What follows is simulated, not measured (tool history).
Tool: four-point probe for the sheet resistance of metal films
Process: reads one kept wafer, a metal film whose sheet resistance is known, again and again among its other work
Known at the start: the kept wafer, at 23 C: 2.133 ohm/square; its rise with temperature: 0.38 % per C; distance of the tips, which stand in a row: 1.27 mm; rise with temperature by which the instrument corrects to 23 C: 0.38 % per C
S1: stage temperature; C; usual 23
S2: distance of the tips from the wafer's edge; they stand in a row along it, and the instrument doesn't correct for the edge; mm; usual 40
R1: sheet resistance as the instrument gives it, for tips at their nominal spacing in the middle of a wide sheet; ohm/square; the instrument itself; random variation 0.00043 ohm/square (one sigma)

{"run": 1, "hour": 0.0, "S1": 23, "S2": 40, "R1": 2.143243}
{"run": 2, "hour": 16.8, "S1": 23, "S2": 41, "R1": 2.142882}
{"run": 3, "hour": 39.1, "S1": 23, "S2": 41, "R1": 2.14245}
{"run": 4, "hour": 50.8, "S1": 23, "S2": 41, "R1": 2.142918}
{"run": 5, "hour": 72.4, "S1": 23, "S2": 41, "R1": 2.142331}
{"run": 6, "hour": 90.1, "S1": 23, "S2": 41, "R1": 2.142802}
{"run": 7, "hour": 99.7, "S1": 23, "S2": 41, "R1": 2.142821}
{"run": 8, "hour": 114.1, "S1": 23, "S2": 41, "R1": 2.143035}
{"run": 9, "hour": 132.2, "S1": 23, "S2": 40, "R1": 2.143148}
{"run": 10, "hour": 152.9, "S1": 23, "S2": 40, "R1": 2.142591}
{"run": 11, "hour": 169.8, "S1": 23, "S2": 40, "R1": 2.143031}
{"run": 12, "hour": 188.3, "S1": 23, "S2": 40, "R1": 2.143242}
{"run": 13, "hour": 206.0, "S1": 23, "S2": 40, "R1": 2.14299}
{"run": 14, "hour": 222.6, "S1": 23, "S2": 40, "R1": 2.14312}
{"run": 15, "hour": 244.7, "S1": 23, "S2": 42, "R1": 2.142916}
{"run": 16, "hour": 261.9, "S1": 23, "S2": 42, "R1": 2.143409}
{"run": 17, "hour": 275.3, "S1": 19, "S2": 18, "R1": 2.147847}
{"run": 18, "hour": 291.7, "S1": 22, "S2": 35, "R1": 2.143461}
{"run": 19, "hour": 304.1, "S1": 22, "S2": 35, "R1": 2.14375}
{"run": 20, "hour": 325.4, "S1": 31, "S2": 4, "R1": 2.251135}
{"run": 21, "hour": 346.6, "S1": 31, "S2": 4, "R1": 2.251856}
{"run": 22, "hour": 359.4, "S1": 19, "S2": 24, "R1": 2.146528}
{"run": 23, "hour": 375.1, "S1": 23, "S2": 3, "R1": 2.328753}
{"run": 24, "hour": 392.9, "S1": 23, "S2": 12, "R1": 2.15544}
{"run": 25, "hour": 404.3, "S1": 20, "S2": 17, "R1": 2.149521}
{"run": 26, "hour": 415.8, "S1": 20, "S2": 17, "R1": 2.149384}

Hidden state or all else? Some run-to-run changes of R1, split into what the settings, what came in and random variation would give without the hidden state, and what is left for the hidden state (with any gauge scatter that isn't in both results):
The hidden state here: inner tips' distance over the nominal, %; tips' flats over new ones', %; wafer's true temperature over the reading, C; drift of the gauge itself on sheet_ohm, %.
Run 22 -> 23: S1 19 -> 23, S2 24 -> 3. R1 +0.182225 ohm/square: hidden state +0.000758, all else +0.181467.
Run 23 -> 24: S2 3 -> 12. R1 -0.173313 ohm/square: hidden state -0.000656, all else -0.172657.

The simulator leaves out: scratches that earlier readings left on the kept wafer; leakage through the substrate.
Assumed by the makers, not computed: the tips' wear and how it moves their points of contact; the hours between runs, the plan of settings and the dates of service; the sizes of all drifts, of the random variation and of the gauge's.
